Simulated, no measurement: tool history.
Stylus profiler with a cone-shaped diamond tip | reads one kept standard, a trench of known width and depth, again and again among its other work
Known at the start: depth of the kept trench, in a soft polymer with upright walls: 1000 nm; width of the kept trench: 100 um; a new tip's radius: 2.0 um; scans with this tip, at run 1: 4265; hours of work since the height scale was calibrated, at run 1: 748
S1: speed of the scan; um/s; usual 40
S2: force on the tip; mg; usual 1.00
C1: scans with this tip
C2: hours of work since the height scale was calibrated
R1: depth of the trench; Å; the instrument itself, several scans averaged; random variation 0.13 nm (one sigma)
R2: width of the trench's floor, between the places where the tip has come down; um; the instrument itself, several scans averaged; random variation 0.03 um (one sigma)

Run 1, hour 0.0: usual settings; C1 4265; C2 748. Result: R1 10070.0 Å, R2 95.29 um.
Run 2, hour 58.4: usual settings but S1 41 um/s; C1 4441; C2 779. Result: R1 10069.5 Å, R2 95.26 um.
Run 3, hour 117.0: usual settings but S2 1.20 mg; C1 4617; C2 810. Result: R1 10077.9 Å, R2 95.26 um.
Run 4, hour 149.1: usual settings but S2 1.20 mg; C1 4713; C2 826. Result: R1 10078.3 Å, R2 95.22 um.
Run 5, hour 188.8: usual settings but S2 1.20 mg; C1 4833; C2 847. Result: R1 10079.8 Å, R2 95.22 um.
Run 6, hour 247.1: usual settings but S1 63 um/s; C1 5008; C2 878. Result: R1 10068.4 Å, R2 94.91 um.
Run 7, hour 279.0: usual settings but S1 63 um/s; C1 5104; C2 895. Result: R1 10071.6 Å, R2 94.96 um.
Run 8, hour 338.8: usual settings but S1 67 um/s; C1 5283; C2 926. Result: R1 10066.8 Å, R2 94.84 um.
Run 9, hour 373.3: usual settings but S1 67 um/s; C1 5387; C2 945. Result: R1 10068.1 Å, R2 94.82 um.
Run 10, hour 432.3: usual settings; C1 5564; C2 976. Result: R1 10067.9 Å, R2 95.03 um.
Run 11, hour 468.3: usual settings; C1 5672; C2 995. Result: R1 10064.4 Å, R2 95.03 um.
Run 12, hour 508.9: usual settings but S2 2.55 mg; C1 5794; C2 1016. Result: R1 10135.0 Å, R2 95.16 um.
Run 13, hour 563.3: usual settings but S1 15 um/s; C1 5957; C2 1045. Result: R1 10066.4 Å, R2 95.22 um.
Run 14, hour 625.5: usual settings but S1 15 um/s; C1 6144; C2 1077. Result: R1 10066.4 Å, R2 95.19 um.
Run 15, hour 689.3: usual settings but S1 29 um/s; C1 6336; C2 1111. Result: R1 10066.9 Å, R2 95.06 um.
Run 16, hour 729.4: usual settings but S1 51 um/s; C1 6457; C2 1132. Result: R1 10066.2 Å, R2 94.75 um.
Run 17, hour 784.3: usual settings but S1 51 um/s; C1 6622; C2 1161. Result: R1 10066.8 Å, R2 94.81 um.
Run 18, hour 815.6: usual settings but S1 51 um/s; C1 6715; C2 1178. Result: R1 10065.7 Å, R2 94.74 um.
Run 19, hour 844.9: usual settings but S1 51 um/s; C1 6804; C2 1193. Result: R1 10066.5 Å, R2 94.69 um.
Run 20, hour 873.7: usual settings but S1 51 um/s; C1 6890; C2 1208. Result: R1 10065.5 Å, R2 94.69 um.
Run 21, hour 901.9: usual settings but S1 35 um/s; C1 6975; C2 1223. Result: R1 10062.4 Å, R2 94.86 um.
Run 22, hour 953.9: usual settings but S1 142 um/s; C1 7131; C2 1250. Result: R1 10062.6 Å, R2 93.87 um.
Run 23, hour 1009.6: usual settings but S1 79 um/s, S2 0.86 mg; C1 7298; C2 1280. Result: R1 10057.2 Å, R2 94.38 um.
Run 24, hour 1067.9: usual settings but S2 1.07 mg; C1 7473; C2 1310. Result: R1 10066.7 Å, R2 94.76 um.
Run 25, hour 1121.1: usual settings but S2 0.85 mg; C1 7633; C2 1339. Result: R1 10054.9 Å, R2 94.68 um.
Run 26, hour 1178.1: usual settings but S1 57 um/s, S2 1.44 mg; C1 7804; C2 1368. Result: R1 10084.7 Å, R2 94.59 um.
Run 27, hour 1221.4: usual settings but S1 44 um/s, S2 1.44 mg; C1 7934; C2 1391. Result: R1 10084.1 Å, R2 94.70 um.
Run 28, hour 1261.8: usual settings but S1 102 um/s, S2 2.49 mg; C1 8056; C2 1413. Result: R1 10131.2 Å, R2 94.48 um.
Run 29, hour 1290.0: usual settings but S1 43 um/s, S2 1.18 mg; C1 8141; C2 1427. Result: R1 10071.4 Å, R2 94.66 um.
Run 30, hour 1338.6: usual settings but S1 43 um/s, S2 1.18 mg; C1 8287; C2 1453. Result: R1 10069.1 Å, R2 94.57 um.
Run 31, hour 1381.3: usual settings but S1 17 um/s, S2 0.43 mg; C1 8415; C2 1476. Result: R1 10027.4 Å, R2 94.74 um.
Run 32, hour 1424.9: usual settings but S1 26 um/s, S2 2.17 mg; C1 8546; C2 1499. Result: R1 10115.6 Å, R2 94.74 um.
Run 33, hour 1488.6: usual settings but S1 19 um/s, S2 0.98 mg; C1 8737; C2 1532. Result: R1 10058.1 Å, R2 94.75 um.
Run 34, hour 1553.4: usual settings but S1 22 um/s, S2 1.32 mg; C1 8932; C2 1566. Result: R1 10075.8 Å, R2 94.71 um.
Run 35, hour 1583.6: usual settings but S1 22 um/s, S2 1.32 mg; C1 9023; C2 1582. Result: R1 10074.8 Å, R2 94.68 um.
Run 36, hour 1620.4: usual settings but S1 22 um/s, S2 1.32 mg; C1 9133; C2 1601. Result: R1 10074.9 Å, R2 94.68 um.
Run 37, hour 1655.0: usual settings but S1 107 um/s, S2 1.17 mg; C1 9237; C2 1620. Result: R1 10067.3 Å, R2 93.92 um.
Run 38, hour 1709.2: usual settings but S1 16 um/s, S2 1.17 mg; C1 9400; C2 1648. Result: R1 10066.6 Å, R2 94.70 um.
Run 39, hour 1764.3: usual settings but S1 46 um/s, S2 0.88 mg; C1 9565; C2 1677. Result: R1 10052.2 Å, R2 94.32 um.
Run 40, hour 1812.9: usual settings but S1 46 um/s, S2 0.88 mg; C1 9711; C2 1703. Result: R1 10052.2 Å, R2 94.28 um.

Forecast each of these 3 alternatives for the next run:
Run A, hour 1873.1: usual settings but S1 104 um/s, S2 2.65 mg; C1 9892; C2 1735. Result: R1 ?, R2 ?.
Run B, hour 1873.1: usual settings but S2 2.49 mg; C1 9892; C2 1735. Result: R1 ?, R2 ?.
Run C, hour 1873.1: usual settings but S1 20 um/s, S2 1.04 mg; C1 9892; C2 1735. Result: R1 ?, R2 ?.

run       R1     R2
  A  10131.9  94.18
  B  10126.3  94.52
  C  10059.7  94.52
Without the tool's hidden state the same runs would have given:
run       R1     R2
  A  10153.7  95.97
  B  10148.1  96.32
  C  10081.4  96.32
